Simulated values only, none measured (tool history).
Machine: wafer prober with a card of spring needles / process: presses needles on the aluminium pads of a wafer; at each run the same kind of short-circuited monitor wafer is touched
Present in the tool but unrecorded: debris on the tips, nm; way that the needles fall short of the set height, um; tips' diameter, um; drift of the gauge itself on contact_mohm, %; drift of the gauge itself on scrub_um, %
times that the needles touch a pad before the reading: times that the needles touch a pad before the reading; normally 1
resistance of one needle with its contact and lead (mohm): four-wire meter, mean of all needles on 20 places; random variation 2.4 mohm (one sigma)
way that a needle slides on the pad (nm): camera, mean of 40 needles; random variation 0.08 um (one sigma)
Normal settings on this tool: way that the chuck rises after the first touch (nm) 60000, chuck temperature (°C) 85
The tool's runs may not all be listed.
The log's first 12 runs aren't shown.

run	day	way that the chuck rises after the first touch (nm)	chuck temperature (°C)	times that the needles touch a pad before the reading	touches since the tips were cleaned	cleanings since the card got new needles	touches since the first contact's height was set	resistance of one needle with its contact and lead (mohm)	way that a needle slides on the pad (nm)
# day 10.108: tips cleaned on abrasive film
# day 10.592: tips cleaned on abrasive film
13	10.671	60000	86	1	1113	50	145895	299	12730
# day 11.029: tips cleaned on abrasive film
14	11.383	60000	30	1	4969	51	155782	317	12650
# day 11.488: tips cleaned on abrasive film
# day 11.967: tips cleaned on abrasive film
15	12.108	60000	30	1	1929	53	165819	295	12720
# day 12.412: tips cleaned on abrasive film
16	12.675	77000	28	1	3710	54	173745	294	16240
# day 12.821: tips cleaned on abrasive film
# day 13.067: height of the first contact set anew
# day 13.325: tips cleaned on abrasive film
17	13.650	47000	85	1	4531	56	8132	363	10300
# day 13.754: tips cleaned on abrasive film
# day 14.254: tips cleaned on abrasive film
18	14.546	58000	66	1	4082	58	20553	328	12830
# day 14.683: tips cleaned on abrasive film
# day 15.112: tips cleaned on abrasive film
19	15.258	62000	85	3	2022	60	30446	286	13780
# day 15.567: tips cleaned on abrasive film
# day 16.021: tips cleaned on abrasive film
20	16.383	60000	35	1	5081	62	46121	320	13220
# day 16.442: tips cleaned on abrasive film
# day 16.904: tips cleaned on abrasive film
21	17.242	60000	85	2	4705	64	58013	313	13220
# day 17.346: tips cleaned on abrasive film
# day 17.804: tips cleaned on abrasive film
22	17.900	60000	32	2	1361	66	67161	280	13020
# day 18.212: tips cleaned on abrasive film
# day 18.662: tips cleaned on abrasive film
23	18.754	60000	53	2	1246	68	78977	277	12990
# day 19.083: tips cleaned on abrasive film
24	19.325	60000	53	2	3389	69	86947	294	12950
# day 19.500: tips cleaned on abrasive film
# day 20.000: tips cleaned on abrasive film
25	20.396	60000	53	2	5550	71	101841	310	13010
# day 20.500: tips cleaned on abrasive film
# day 20.942: tips cleaned on abrasive film
26	21.192	48000	68	1	3504	73	112894	362	10260
# day 21.354: tips cleaned on abrasive film
# day 21.829: tips cleaned on abrasive film
27	21.896	60000	119	1	946	75	122669	307	12920
# day 22.258: tips cleaned on abrasive film
# day 22.683: tips cleaned on abrasive film
28	23.000	60000	119	1	4433	77	137997	339	12750
# day 23.104: tips cleaned on abrasive film
# day 23.567: tips cleaned on abrasive film
29	23.700	60000	120	3	1911	79	147724	296	12830

Run 30 is up next; what results do you expect?
# day 24.054: tips cleaned on abrasive film
# day 24.546: tips cleaned on abrasive film
30	24.650	60000	85	2	1440	81	160886	?	?

resistance of one needle with its contact and lead (mohm): 298
way that a needle slides on the pad (nm): 12860
The same run, on a tool lacking any hidden state, would have yielded resistance of one needle with its contact and lead (mohm) 275, way that a needle slides on the pad (nm) 13500.
